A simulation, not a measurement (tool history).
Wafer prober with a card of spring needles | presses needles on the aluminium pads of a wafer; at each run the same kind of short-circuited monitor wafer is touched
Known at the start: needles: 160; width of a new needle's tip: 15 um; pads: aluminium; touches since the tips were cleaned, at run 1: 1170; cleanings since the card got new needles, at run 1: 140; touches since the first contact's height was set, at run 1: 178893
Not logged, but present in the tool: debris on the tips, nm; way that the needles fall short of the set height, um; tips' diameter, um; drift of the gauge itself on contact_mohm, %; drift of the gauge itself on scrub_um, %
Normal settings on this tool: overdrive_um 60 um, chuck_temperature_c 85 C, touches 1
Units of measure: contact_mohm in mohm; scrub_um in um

run,day,overdrive_um,chuck_temperature_c,touches,touches since the tips were cleaned,cleanings since the card got new needles,touches since the first contact's height was set,contact_mohm,scrub_um
1,0.000,60,85,1,1170,140,178893,174,14.35
# day 0.158: tips cleaned on abrasive film
# day 0.417: tips cleaned on abrasive film
# day 0.625: tips cleaned on abrasive film
# day 0.883: tips cleaned on abrasive film
# day 1.142: tips cleaned on abrasive film
# day 1.400: tips cleaned on abrasive film
# day 1.608: tips cleaned on abrasive film
# day 1.812: tips cleaned on abrasive film
# day 2.075: tips cleaned on abrasive film
# day 2.333: tips cleaned on abrasive film
2,2.479,60,85,1,1741,150,207382,176,14.24
# day 2.546: height of the first contact set anew
# day 2.600: tips cleaned on abrasive film
# day 2.808: tips cleaned on abrasive film
# day 3.067: tips cleaned on abrasive film
# day 3.325: tips cleaned on abrasive film
# day 3.533: tips cleaned on abrasive film
# day 3.792: tips cleaned on abrasive film
# day 4.000: tips cleaned on abrasive film
# day 4.258: tips cleaned on abrasive film
# day 4.517: tips cleaned on abrasive film
# day 4.775: tips cleaned on abrasive film
3,4.854,60,85,1,920,160,26478,177,14.29
# day 5.008: tips cleaned on abrasive film
# day 5.217: tips cleaned on abrasive film
# day 5.475: tips cleaned on abrasive film
# day 5.683: tips cleaned on abrasive film
# day 5.942: tips cleaned on abrasive film
# day 6.150: tips cleaned on abrasive film
# day 6.408: tips cleaned on abrasive film
# day 6.667: tips cleaned on abrasive film
# day 6.925: tips cleaned on abrasive film
# day 7.133: tips cleaned on abrasive film
# day 7.392: tips cleaned on abrasive film
4,7.462,61,85,1,823,171,56426,174,14.42
# day 7.621: tips cleaned on abrasive film
# day 7.825: tips cleaned on abrasive film
# day 8.083: tips cleaned on abrasive film
# day 8.346: tips cleaned on abrasive film
# day 8.604: tips cleaned on abrasive film
# day 8.808: tips cleaned on abrasive film
# day 9.308: card fitted with new needles
# day 9.571: tips cleaned on abrasive film
# day 9.829: tips cleaned on abrasive film
# day 10.088: tips cleaned on abrasive film
# day 10.346: tips cleaned on abrasive film
# day 10.554: tips cleaned on abrasive film
# day 10.812: tips cleaned on abrasive film
# day 11.017: tips cleaned on abrasive film
# day 11.279: tips cleaned on abrasive film
# day 11.538: tips cleaned on abrasive film
5,11.546,61,85,1,104,9,25663,174,14.40
# day 11.754: tips cleaned on abrasive film
# day 12.012: tips cleaned on abrasive film
# day 12.221: tips cleaned on abrasive film
# day 12.479: tips cleaned on abrasive film
# day 12.738: tips cleaned on abrasive film
# day 12.996: tips cleaned on abrasive film
# day 13.254: tips cleaned on abrasive film
6,13.412,44,85,1,1841,16,47119,178,10.48
# day 13.467: tips cleaned on abrasive film
# day 13.671: tips cleaned on abrasive film
# day 13.879: tips cleaned on abrasive film
# day 14.138: tips cleaned on abrasive film
# day 14.396: tips cleaned on abrasive film
# day 14.658: tips cleaned on abrasive film
# day 14.917: tips cleaned on abrasive film
7,14.958,60,85,1,486,23,64834,175,14.07
# day 15.162: tips cleaned on abrasive film
# day 15.371: tips cleaned on abrasive film
# day 15.629: tips cleaned on abrasive film
# day 15.888: tips cleaned on abrasive film
# day 16.146: tips cleaned on abrasive film
# day 16.354: tips cleaned on abrasive film
# day 16.612: tips cleaned on abrasive film
# day 16.821: tips cleaned on abrasive film
# day 17.079: tips cleaned on abrasive film
# day 17.288: tips cleaned on abrasive film
# day 17.546: tips cleaned on abrasive film
# day 17.796: tips cleaned on abrasive film
8,17.796,60,78,1,0,35,97426,174,14.14
# day 18.054: tips cleaned on abrasive film
# day 18.262: tips cleaned on abrasive film
# day 18.521: tips cleaned on abrasive film
# day 18.729: tips cleaned on abrasive film
# day 18.938: tips cleaned on abrasive film
# day 19.196: tips cleaned on abrasive film
# day 19.454: tips cleaned on abrasive film
# day 19.662: tips cleaned on abrasive film
# day 19.871: tips cleaned on abrasive film
# day 20.129: tips cleaned on abrasive film
# day 20.388: tips cleaned on abrasive film
# day 20.646: tips cleaned on abrasive film
# day 20.854: tips cleaned on abrasive film
9,21.050,60,78,1,2303,48,134798,174,14.05
# day 21.104: tips cleaned on abrasive film
# day 21.312: tips cleaned on abrasive film
# day 21.571: tips cleaned on abrasive film
# day 21.829: tips cleaned on abrasive film
# day 22.038: tips cleaned on abrasive film
# day 22.296: tips cleaned on abrasive film
# day 22.554: tips cleaned on abrasive film
# day 22.762: tips cleaned on abrasive film
# day 23.021: tips cleaned on abrasive film
10,23.104,60,85,2,976,57,158361,178,14.12
# day 23.262: tips cleaned on abrasive film
# day 23.471: tips cleaned on abrasive film
# day 23.679: tips cleaned on abrasive film
# day 23.938: tips cleaned on abrasive film
# day 24.142: tips cleaned on abrasive film
# day 24.404: tips cleaned on abrasive film
# day 24.662: tips cleaned on abrasive film
# day 24.867: tips cleaned on abrasive film
# day 25.129: tips cleaned on abrasive film
11,25.167,60,85,2,474,66,182017,178,14.05
# day 25.375: tips cleaned on abrasive film
# day 25.583: tips cleaned on abrasive film
# day 25.842: tips cleaned on abrasive film
# day 26.050: tips cleaned on abrasive film
# day 26.308: tips cleaned on abrasive film
# day 26.567: tips cleaned on abrasive film
# day 26.775: tips cleaned on abrasive film
# day 26.983: tips cleaned on abrasive film
# day 27.242: tips cleaned on abrasive film
# day 27.450: tips cleaned on abrasive film
# day 27.462: height of the first contact set anew
# day 27.721: tips cleaned on abrasive film
# day 27.979: tips cleaned on abrasive film
# day 28.192: tips cleaned on abrasive film
12,28.192,60,85,2,0,79,8384,177,14.27
# day 28.450: tips cleaned on abrasive film
# day 28.708: tips cleaned on abrasive film
# day 28.967: tips cleaned on abrasive film
# day 29.175: tips cleaned on abrasive film
# day 29.383: tips cleaned on abrasive film
# day 29.642: tips cleaned on abrasive film
# day 29.850: tips cleaned on abrasive film
# day 30.108: tips cleaned on abrasive film
# day 30.317: tips cleaned on abrasive film
# day 30.575: tips cleaned on abrasive film
13,30.646,60,85,2,831,89,36551,175,14.08
# day 30.800: tips cleaned on abrasive film
# day 31.008: tips cleaned on abrasive film
# day 31.267: tips cleaned on abrasive film
# day 31.475: tips cleaned on abrasive film
# day 31.683: tips cleaned on abrasive film
# day 31.942: tips cleaned on abrasive film
# day 32.150: tips cleaned on abrasive film
# day 32.358: tips cleaned on abrasive film
# day 32.617: tips cleaned on abrasive film
# day 32.875: tips cleaned on abrasive film
# day 33.133: tips cleaned on abrasive film
14,33.208,60,85,2,864,100,65945,176,14.16

Run 15, settings as shown, results not yet in. Your forecast:
# day 33.362: tips cleaned on abrasive film
# day 33.571: tips cleaned on abrasive film
# day 33.779: tips cleaned on abrasive film
# day 33.988: tips cleaned on abrasive film
# day 34.246: tips cleaned on abrasive film
# day 34.504: tips cleaned on abrasive film
# day 34.712: tips cleaned on abrasive film
# day 34.971: tips cleaned on abrasive film
# day 35.229: tips cleaned on abrasive film
# day 35.488: tips cleaned on abrasive film
# day 35.746: tips cleaned on abrasive film
# day 35.954: tips cleaned on abrasive film
15,36.062,54,85,1,1249,112,98699,?,?

Run 15 produced contact_mohm 177 mohm, scrub_um 12.57 um.
With the hidden condition absent and the run-to-run variation left alone, this run would have shown contact_mohm 176 mohm, scrub_um 12.78 um.

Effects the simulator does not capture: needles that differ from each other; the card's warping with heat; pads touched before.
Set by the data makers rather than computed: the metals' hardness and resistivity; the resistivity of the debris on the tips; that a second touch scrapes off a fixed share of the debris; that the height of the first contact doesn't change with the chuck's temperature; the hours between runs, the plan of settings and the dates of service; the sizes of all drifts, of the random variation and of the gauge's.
